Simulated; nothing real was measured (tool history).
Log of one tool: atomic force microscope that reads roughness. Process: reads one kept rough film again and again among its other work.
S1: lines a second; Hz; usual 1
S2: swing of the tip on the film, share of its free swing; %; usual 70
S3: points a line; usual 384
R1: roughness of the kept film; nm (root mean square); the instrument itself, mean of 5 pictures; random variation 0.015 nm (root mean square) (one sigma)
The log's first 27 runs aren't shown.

{"run": 28, "hour": 889.7, "S1": 1, "S2": 63, "S3": 332, "R1": 3.571}
{"run": 29, "hour": 929.2, "S1": 1.95, "S2": 80, "S3": 709, "R1": 3.47}
{"hour": 937.2, "done": "new tip fitted"}
{"run": 30, "hour": 971.0, "S1": 1.95, "S2": 62, "S3": 421, "R1": 3.574}
{"run": 31, "hour": 1007.2, "S1": 1.95, "S2": 62, "S3": 421, "R1": 3.571}
{"run": 32, "hour": 1029.8, "S1": 1.95, "S2": 62, "S3": 421, "R1": 3.569}
{"hour": 1037.4, "done": "new tip fitted"}
{"run": 33, "hour": 1068.1, "S1": 1.95, "S2": 62, "S3": 421, "R1": 3.553}
{"run": 34, "hour": 1103.6, "S1": 1.63, "S2": 60, "S3": 310, "R1": 3.565}
{"run": 35, "hour": 1127.6, "S1": 1, "S2": 57, "S3": 971, "R1": 3.638}
{"hour": 1138.7, "done": "new tip fitted"}
{"run": 36, "hour": 1150.7, "S1": 1, "S2": 71, "S3": 466, "R1": 3.603}
{"run": 37, "hour": 1179.7, "S1": 1, "S2": 71, "S3": 466, "R1": 3.582}
{"run": 38, "hour": 1215.9, "S1": 1, "S2": 61, "S3": 412, "R1": 3.617}
{"hour": 1238.0, "done": "new tip fitted"}
{"run": 39, "hour": 1257.0, "S1": 3.48, "S2": 61, "S3": 423, "R1": 3.507}
{"run": 40, "hour": 1280.1, "S1": 3.43, "S2": 60, "S3": 702, "R1": 3.558}
{"run": 41, "hour": 1315.3, "S1": 1, "S2": 80, "S3": 384, "R1": 3.519}
{"run": 42, "hour": 1334.8, "S1": 2.3, "S2": 70, "S3": 919, "R1": 3.509}
{"hour": 1338.1, "done": "new tip fitted"}
{"run": 43, "hour": 1372.6, "S1": 2.3, "S2": 70, "S3": 919, "R1": 3.495}
{"run": 44, "hour": 1402.1, "S1": 2.3, "S2": 70, "S3": 919, "R1": 3.531}
{"run": 45, "hour": 1434.2, "S1": 1, "S2": 80, "S3": 668, "R1": 3.535}
{"hour": 1436.6, "done": "new tip fitted"}
{"run": 46, "hour": 1471.1, "S1": 1, "S2": 80, "S3": 668, "R1": 3.574}
{"run": 47, "hour": 1499.4, "S1": 1, "S2": 80, "S3": 668, "R1": 3.561}
{"run": 48, "hour": 1520.6, "S1": 2.95, "S2": 70, "S3": 655, "R1": 3.459}
{"hour": 1535.4, "done": "new tip fitted"}
{"run": 49, "hour": 1543.2, "S1": 0.95, "S2": 90, "S3": 1023, "R1": 3.519}
{"run": 50, "hour": 1573.4, "S1": 1, "S2": 71, "S3": 384, "R1": 3.571}

Forecast each of these 5 alternatives for the next run:
{"run": "A", "hour": 1596.5, "S1": 1.36, "S2": 62, "S3": 384, "R1": "?"}
{"run": "B", "hour": 1596.5, "S1": 3.8, "S2": 71, "S3": 340, "R1": "?"}
{"run": "C", "hour": 1596.5, "S1": 2.4, "S2": 70, "S3": 384, "R1": "?"}
{"run": "D", "hour": 1596.5, "S1": 1, "S2": 83, "S3": 647, "R1": "?"}
{"run": "E", "hour": 1596.5, "S1": 1.75, "S2": 72, "S3": 661, "R1": "?"}

run=A R1=3.557
run=B R1=3.332
run=C R1=3.44
run=D R1=3.554
run=E R1=3.513
Without the tool's hidden state the same runs would have given:
run=A R1=3.567
run=B R1=3.342
run=C R1=3.45
run=D R1=3.564
run=E R1=3.523
